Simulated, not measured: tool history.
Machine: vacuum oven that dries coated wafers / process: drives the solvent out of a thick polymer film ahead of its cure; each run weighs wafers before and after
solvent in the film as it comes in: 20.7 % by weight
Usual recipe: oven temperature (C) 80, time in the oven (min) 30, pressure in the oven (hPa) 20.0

run,hour,oven temperature (C),time in the oven (min),pressure in the oven (hPa),solvent left in the film (%)
1,0.0,80,30,20.0,2.34
2,127.9,80,30,13.6,1.89
3,255.0,92,30,20.0,1.19
4,364.6,80,30,55.9,4.93
5,438.9,80,30,20.0,2.43
6,527.8,80,17,20.0,4.45
7,595.6,80,17,20.0,4.55
8,715.4,80,30,20.0,2.32
9,818.4,80,30,20.0,2.36
10,936.7,80,30,20.0,2.31
11,1036.5,80,30,20.0,2.40
12,1164.1,80,30,56.4,5.10
13,1277.5,80,30,56.4,5.23
14,1375.7,80,30,56.4,5.37
15,1492.6,80,30,56.4,5.14
16,1547.8,71,37,64.6,8.25
17,1657.5,89,30,18.0,1.19
18,1751.5,78,17,19.6,5.03
19,1833.1,71,40,19.6,3.33
20,1924.7,71,27,42.9,7.14
21,1993.5,71,27,42.9,7.00
22,2088.1,71,27,42.9,7.05
23,2207.6,80,19,20.0,3.93
24,2273.5,80,15,64.2,8.04

Put back what was entered between runs (3 entries, withheld): which listed runs does each sit between, and how does the hidden state differ from the listed run before to the listed run after?
Between runs 2 and 3: oven's thermocouples calibrated (hour 145.6)
  true wafer temperature over the reading, C: -0.07 -> -0.01
Between runs 10 and 11: vacuum gauge cleaned of residue and calibrated (hour 953.7)
  true wafer temperature over the reading, C: -0.03 -> -0.04; true pressure over the reading, kPa: 0.006 -> 0
Between runs 21 and 22: oven's thermocouples calibrated (hour 2029.8)
  true wafer temperature over the reading, C: -0.07 -> 0

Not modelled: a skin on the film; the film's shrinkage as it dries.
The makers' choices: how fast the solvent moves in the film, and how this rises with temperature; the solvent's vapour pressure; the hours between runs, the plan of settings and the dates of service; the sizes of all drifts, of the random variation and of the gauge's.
